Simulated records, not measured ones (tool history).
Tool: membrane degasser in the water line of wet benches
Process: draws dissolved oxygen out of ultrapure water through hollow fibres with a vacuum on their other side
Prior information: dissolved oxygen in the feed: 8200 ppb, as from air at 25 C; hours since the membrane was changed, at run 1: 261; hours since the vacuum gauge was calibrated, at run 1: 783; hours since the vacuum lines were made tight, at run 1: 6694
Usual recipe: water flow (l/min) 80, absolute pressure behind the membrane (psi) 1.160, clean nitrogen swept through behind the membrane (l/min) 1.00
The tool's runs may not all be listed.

| run | hour | water flow (l/min) | absolute pressure behind the membrane (psi) | clean nitrogen swept through behind the membrane (l/min) | hours since the membrane was changed | hours since the vacuum gauge was calibrated | hours since the vacuum lines were made tight | dissolved oxygen in the water behind the degasser (ppb) | pressure that the water loses in the fibres (psi) |
|---|---|---|---|---|---|---|---|---|---|
| 1 | 0.0 | 80 | 1.160 | 1.00 | 261 | 783 | 6694 | 813.9 | 8.550 |
| 2 | 61.2 | 80 | 1.548 | 1.00 | 323 | 845 | 6755 | 1107.6 | 8.533 |
| 3 | 109.3 | 80 | 1.548 | 1.00 | 371 | 893 | 6804 | 1109.4 | 8.615 |
| 4 | 167.7 | 80 | 1.548 | 1.00 | 429 | 951 | 6862 | 1121.1 | 8.549 |
| 5 | 238.5 | 80 | 1.548 | 1.00 | 500 | 1022 | 6933 | 1092.3 | 8.591 |
| 6 | 281.8 | 80 | 1.160 | 1.00 | 543 | 1065 | 6976 | 813.5 | 8.591 |
| 7 | 326.3 | 80 | 1.160 | 1.00 | 588 | 1110 | 7021 | 802.0 | 8.550 |
| 8 | 360.2 | 70 | 1.160 | 1.00 | 622 | 1144 | 7055 | 711.8 | 7.526 |
| 9 | 393.7 | 70 | 1.160 | 1.00 | 655 | 1177 | 7088 | 706.7 | 7.496 |
| 10 | 455.4 | 80 | 1.160 | 1.00 | 717 | 1239 | 7150 | 818.3 | 8.641 |
| 11 | 521.8 | 80 | 1.160 | 1.00 | 783 | 1305 | 7216 | 800.0 | 8.588 |
| 12 | 564.2 | 80 | 1.160 | 1.00 | 826 | 1348 | 7258 | 807.7 | 8.608 |
| 13 | 609.8 | 80 | 1.160 | 1.00 | 871 | 1393 | 7304 | 816.3 | 8.663 |
| 14 | 654.5 | 80 | 1.160 | 1.00 | 916 | 1438 | 7349 | 822.2 | 8.605 |
| 15 | 726.3 | 66 | 1.160 | 1.00 | 988 | 1510 | 7421 | 669.5 | 7.130 |
| 16 | 778.5 | 66 | 1.160 | 1.00 | 1040 | 1562 | 7473 | 674.2 | 7.084 |
| 17 | 816.4 | 101 | 0.963 | 1.03 | 1078 | 1600 | 7511 | 804.6 | 10.865 |
| 18 | 893.5 | 49 | 1.620 | 2.47 | 1155 | 1677 | 7588 | 411.0 | 5.305 |
| 19 | 940.8 | 79 | 1.687 | 0.87 | 1202 | 1724 | 7635 | 1277.4 | 8.541 |
| 20 | 977.4 | 50 | 0.953 | 1.00 | 1239 | 1761 | 7672 | 381.0 | 5.379 |
| 21 | 1041.8 | 91 | 1.128 | 0.83 | 1303 | 1825 | 7736 | 968.0 | 9.810 |
| 22 | 1094.6 | 91 | 1.901 | 1.18 | 1356 | 1878 | 7789 | 1404.1 | 9.780 |
| 23 | 1153.8 | 98 | 1.160 | 1.00 | 1415 | 1937 | 7848 | 970.7 | 10.668 |
| 24 | 1229.6 | 73 | 0.917 | 0.44 | 1491 | 2013 | 7924 | 785.7 | 7.892 |
| 25 | 1269.8 | 73 | 0.917 | 0.44 | 1531 | 2053 | 7964 | 780.4 | 7.881 |
| 26 | 1329.4 | 55 | 1.192 | 0.55 | 1591 | 2113 | 8024 | 815.6 | 6.021 |
| 27 | 1405.0 | 61 | 1.204 | 1.00 | 1666 | 2188 | 8099 | 656.2 | 6.604 |
| 28 | 1445.2 | 52 | 1.846 | 0.86 | 1706 | 2229 | 8139 | 1012.9 | 5.642 |
| 29 | 1499.6 | 52 | 1.846 | 0.86 | 1761 | 2283 | 8194 | 1043.5 | 5.639 |

Branching from run 29: 5 alternative next runs. What would each branch give?
| A | 1536.1 | 52 | 1.846 | 1.21 | 1797 | 2320 | 8230 | ? | ? |
| B | 1536.1 | 62 | 1.669 | 0.56 | 1797 | 2320 | 8230 | ? | ? |
| C | 1536.1 | 55 | 1.160 | 1.53 | 1797 | 2320 | 8230 | ? | ? |
| D | 1536.1 | 52 | 1.791 | 0.86 | 1797 | 2320 | 8230 | ? | ? |
| E | 1536.1 | 77 | 0.920 | 0.86 | 1797 | 2320 | 8230 | ? | ? |

| run | dissolved oxygen in the water behind the degasser (ppb) | pressure that the water loses in the fibres (psi) |
|---|---|---|
| A | 831.7 | 5.619 |
| B | 1344.4 | 6.765 |
| C | 433.8 | 6.021 |
| D | 991.2 | 5.601 |
| E | 622.2 | 8.338 |
With the hidden condition removed and each run's random variation left untouched, the same runs would have given:
| run | dissolved oxygen in the water behind the degasser (ppb) | pressure that the water loses in the fibres (psi) |
|---|---|---|
| A | 831.6 | 5.539 |
| B | 1344.5 | 6.669 |
| C | 433.8 | 5.935 |
| D | 991.2 | 5.522 |
| E | 622.2 | 8.219 |

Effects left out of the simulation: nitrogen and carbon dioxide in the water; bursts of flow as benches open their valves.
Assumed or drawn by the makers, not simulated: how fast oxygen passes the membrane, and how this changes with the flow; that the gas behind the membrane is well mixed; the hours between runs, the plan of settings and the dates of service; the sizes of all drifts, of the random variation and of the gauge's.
